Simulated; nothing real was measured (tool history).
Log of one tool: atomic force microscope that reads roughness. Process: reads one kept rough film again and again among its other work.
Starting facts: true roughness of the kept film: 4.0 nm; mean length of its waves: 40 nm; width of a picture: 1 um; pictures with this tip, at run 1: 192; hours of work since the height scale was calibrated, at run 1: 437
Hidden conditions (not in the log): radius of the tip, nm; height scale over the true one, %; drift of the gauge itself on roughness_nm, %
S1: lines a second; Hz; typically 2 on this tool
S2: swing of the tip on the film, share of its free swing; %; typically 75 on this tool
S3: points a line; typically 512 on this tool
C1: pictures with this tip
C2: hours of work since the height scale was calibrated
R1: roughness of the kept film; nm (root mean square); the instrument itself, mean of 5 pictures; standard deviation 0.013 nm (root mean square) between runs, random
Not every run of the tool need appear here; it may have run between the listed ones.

run 1 hour=0 | S1=2 S2=75 S3=512 | C1=192 C2=437 | R1=3.009
run 2 hour=47.3 | S1=2 S2=75 S3=512 | C1=235 C2=460 | R1=2.937
run 3 hour=78.7 | S1=2 S2=75 S3=512 | C1=263 C2=475 | R1=2.955
run 4 hour=98.3 | S1=2 S2=75 S3=512 | C1=280 C2=484 | R1=2.93
run 5 hour=133.3 | S1=2 S2=75 S3=341 | C1=312 C2=501 | R1=2.876
run 6 hour=176.8 | S1=2 S2=75 S3=341 | C1=351 C2=522 | R1=2.851
-- hour=193 new tip fitted
run 7 hour=201.1 | S1=2 S2=75 S3=341 | C1=7 C2=533 | R1=3.185
run 8 hour=240.2 | S1=2 S2=75 S3=512 | C1=42 C2=552 | R1=3.166
run 9 hour=263.9 | S1=2 S2=75 S3=512 | C1=63 C2=563 | R1=3.136
run 10 hour=292.6 | S1=2 S2=75 S3=512 | C1=89 C2=577 | R1=3.14
run 11 hour=330.2 | S1=0.74 S2=75 S3=512 | C1=122 C2=594 | R1=3.363
run 12 hour=374.7 | S1=2 S2=75 S3=318 | C1=162 C2=616 | R1=3.025
run 13 hour=412.1 | S1=2 S2=75 S3=612 | C1=195 C2=633 | R1=3.019
run 14 hour=432.9 | S1=2 S2=68 S3=512 | C1=214 C2=643 | R1=3.137
run 15 hour=468.7 | S1=2 S2=68 S3=512 | C1=246 C2=660 | R1=3.103
run 16 hour=500.2 | S1=2 S2=68 S3=512 | C1=274 C2=675 | R1=3.093
run 17 hour=522.8 | S1=2 S2=68 S3=512 | C1=294 C2=686 | R1=3.028
run 18 hour=556.1 | S1=2 S2=68 S3=512 | C1=324 C2=702 | R1=3.02
run 19 hour=588.6 | S1=2 S2=68 S3=988 | C1=353 C2=718 | R1=3.001
-- hour=600.3 new tip fitted
run 20 hour=631.2 | S1=2 S2=68 S3=988 | C1=28 C2=738 | R1=3.305
run 21 hour=658.1 | S1=2.29 S2=68 S3=988 | C1=52 C2=750 | R1=3.226
run 22 hour=681.2 | S1=2.29 S2=68 S3=988 | C1=72 C2=761 | R1=3.183
run 23 hour=727.1 | S1=2 S2=75 S3=512 | C1=114 C2=783 | R1=3.075
run 24 hour=773.6 | S1=2 S2=75 S3=512 | C1=155 C2=805 | R1=2.998
run 25 hour=816.1 | S1=2 S2=75 S3=512 | C1=193 C2=826 | R1=2.988
run 26 hour=845.9 | S1=3.57 S2=66 S3=480 | C1=220 C2=840 | R1=2.965
run 27 hour=865 | S1=1.7 S2=63 S3=557 | C1=237 C2=849 | R1=3.159
run 28 hour=910.3 | S1=2 S2=88 S3=512 | C1=277 C2=870 | R1=2.634
run 29 hour=929.8 | S1=2 S2=88 S3=512 | C1=295 C2=880 | R1=2.604
run 30 hour=955.7 | S1=2 S2=88 S3=512 | C1=318 C2=892 | R1=2.607
run 31 hour=998 | S1=2.08 S2=55 S3=692 | C1=356 C2=912 | R1=3.14
-- hour=1007.1 new tip fitted
run 32 hour=1030.5 | S1=2.08 S2=63 S3=591 | C1=21 C2=928 | R1=3.405
run 33 hour=1064.3 | S1=2.08 S2=63 S3=591 | C1=51 C2=944 | R1=3.353
run 34 hour=1084.1 | S1=2.08 S2=63 S3=591 | C1=69 C2=953 | R1=3.345
run 35 hour=1120.4 | S1=1.25 S2=66 S3=650 | C1=102 C2=970 | R1=3.328
run 36 hour=1147.6 | S1=0.95 S2=75 S3=267 | C1=126 C2=983 | R1=3.288
run 37 hour=1194.3 | S1=0.95 S2=75 S3=267 | C1=168 C2=1006 | R1=3.246
run 38 hour=1238.2 | S1=0.95 S2=75 S3=267 | C1=207 C2=1026 | R1=3.191
run 39 hour=1264.9 | S1=2.01 S2=78 S3=512 | C1=231 C2=1039 | R1=2.959
run 40 hour=1299 | S1=2.01 S2=65 S3=297 | C1=261 C2=1055 | R1=3.123
run 41 hour=1322.8 | S1=2.01 S2=65 S3=297 | C1=283 C2=1067 | R1=3.085
run 42 hour=1360.9 | S1=2.01 S2=65 S3=297 | C1=317 C2=1085 | R1=3.096
run 43 hour=1388.8 | S1=2.61 S2=65 S3=609 | C1=342 C2=1098 | R1=3.029
-- hour=1414.8 new tip fitted
run 44 hour=1423 | S1=0.97 S2=83 S3=332 | C1=8 C2=1114 | R1=3.288
run 45 hour=1453.2 | S1=1.03 S2=62 S3=631 | C1=35 C2=1129 | R1=3.534
run 46 hour=1479 | S1=0.99 S2=75 S3=432 | C1=58 C2=1141 | R1=3.384
run 47 hour=1499 | S1=2 S2=75 S3=928 | C1=76 C2=1150 | R1=3.149
run 48 hour=1543 | S1=0.51 S2=85 S3=619 | C1=115 C2=1171 | R1=3.374
run 49 hour=1564.3 | S1=2 S2=57 S3=325 | C1=134 C2=1182 | R1=3.358

For some of the steps in R1 from one run to the next: how much would appear even if the tool had no hidden state, given the settings, what came in and random variation, and how much remains for the hidden state plus any gauge scatter that the measured result and the result without hidden state don't share?
Run 6 -> 7: new tip fitted. R1 +0.334 nm (root mean square): hidden state +0.338, all else -0.004.
Run 11 -> 12: S1 0.74 -> 2, S3 512 -> 318. R1 -0.338 nm (root mean square): hidden state -0.027, all else -0.311.
Run 27 -> 28: S1 1.7 -> 2, S2 63 -> 88, S3 557 -> 512. R1 -0.525 nm (root mean square): hidden state +0.004, all else -0.529.
Run 30 -> 31: S1 2 -> 2.08, S2 88 -> 55, S3 512 -> 692. R1 +0.533 nm (root mean square): hidden state -0.09, all else +0.623.
Run 31 -> 32: S2 55 -> 63, S3 692 -> 591, new tip fitted. R1 +0.265 nm (root mean square): hidden state +0.367, all else -0.102.
Run 43 -> 44: S1 2.61 -> 0.97, S2 65 -> 83, S3 609 -> 332, new tip fitted. R1 +0.259 nm (root mean square): hidden state +0.315, all else -0.056.

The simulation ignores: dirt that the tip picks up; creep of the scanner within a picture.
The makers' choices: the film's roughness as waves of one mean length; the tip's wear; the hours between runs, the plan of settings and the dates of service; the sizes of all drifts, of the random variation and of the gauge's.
